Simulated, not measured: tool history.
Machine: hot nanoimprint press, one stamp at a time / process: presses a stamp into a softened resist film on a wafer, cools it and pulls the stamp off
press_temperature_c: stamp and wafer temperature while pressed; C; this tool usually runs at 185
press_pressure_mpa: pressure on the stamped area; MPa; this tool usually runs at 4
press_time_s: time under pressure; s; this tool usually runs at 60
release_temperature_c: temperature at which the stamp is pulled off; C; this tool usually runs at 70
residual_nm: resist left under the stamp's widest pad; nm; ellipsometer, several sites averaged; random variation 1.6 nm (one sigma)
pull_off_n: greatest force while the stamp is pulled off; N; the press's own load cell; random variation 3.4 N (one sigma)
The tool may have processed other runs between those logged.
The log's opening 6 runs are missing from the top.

run,hour,press_temperature_c,press_pressure_mpa,press_time_s,release_temperature_c,hours of work since the thermocouple was calibrated,imprints on the stamp's release coat,hours of work since the press's seals were changed,residual_nm,pull_off_n
7,312.8,185,4,60,70,135,1386,501,270,177
8,350.3,185,4,60,70,151,1496,517,264.1,183
9,389.4,185,4,83,70,168,1611,534,244.1,185
# hour 418: press's hydraulic seals changed and the load cell set to zero
10,452.9,185,4,84,70,192,1774,15,235.4,184
11,484.4,185,4,84,70,205,1866,29,236.6,190
12,520.4,185,4,60,70,221,1972,44,260.9,190
# hour 527.7: plate thermocouple calibrated
13,575.7,185,4,60,70,21,2125,67,271.8,202
# hour 619.6: stamp cleaned and given a new release coat
14,645.9,185,4,60,70,48,77,94,273.8,174
15,700.6,185,4,60,70,72,237,118,275.2,183
16,741.6,191,4,60,68,90,358,136,229.1,186
17,778.1,175,3.24,48,60,105,465,151,406.5,225
18,840.9,175,5.72,55,60,132,649,179,333.4,239
# hour 883: plate thermocouple calibrated, once more
19,893.2,175,5.72,55,60,4,793,200,307.3,223
20,937.1,175,5.72,55,60,23,922,219,311.6,228
21,989.5,181,4,60,65,46,1076,241,297.7,201
22,1041.3,181,4,60,65,68,1228,264,297.5,202
23,1081.3,185,3.54,109,70,85,1345,281,228.9,182
24,1137.1,185,3.65,60,70,110,1509,305,278.1,191
25,1189.7,185,3.67,60,62,132,1663,328,274.9,219
26,1219,187,4,111,58,145,1749,340,205,244
27,1283.4,187,4,111,58,173,1938,368,203.1,245
28,1315,187,4,38,66,186,2030,382,290.8,210
29,1358.1,197,3.03,59,70,205,2157,400,212,192
# hour 1390.7: stamp cleaned and given a new release coat
30,1418,188,2.65,105,70,228,80,424,249,171

Consider 3 possible next runs. They are alternatives, not a sequence: every one starts from the tool as it was left by run 30. What does each give?
A,1455.8,185,3.03,60,70,244,191,440,?,?
B,1455.8,185,4,60,74,244,191,440,?,?
C,1455.8,193,2.65,105,70,244,191,440,?,?

run,residual_nm,pull_off_n
A,308.2,175
B,267.1,152
C,216.5,177
Without the tool's hidden state the same runs would have given:
run,residual_nm,pull_off_n
A,292.6,167
B,250.9,145
C,204.5,169

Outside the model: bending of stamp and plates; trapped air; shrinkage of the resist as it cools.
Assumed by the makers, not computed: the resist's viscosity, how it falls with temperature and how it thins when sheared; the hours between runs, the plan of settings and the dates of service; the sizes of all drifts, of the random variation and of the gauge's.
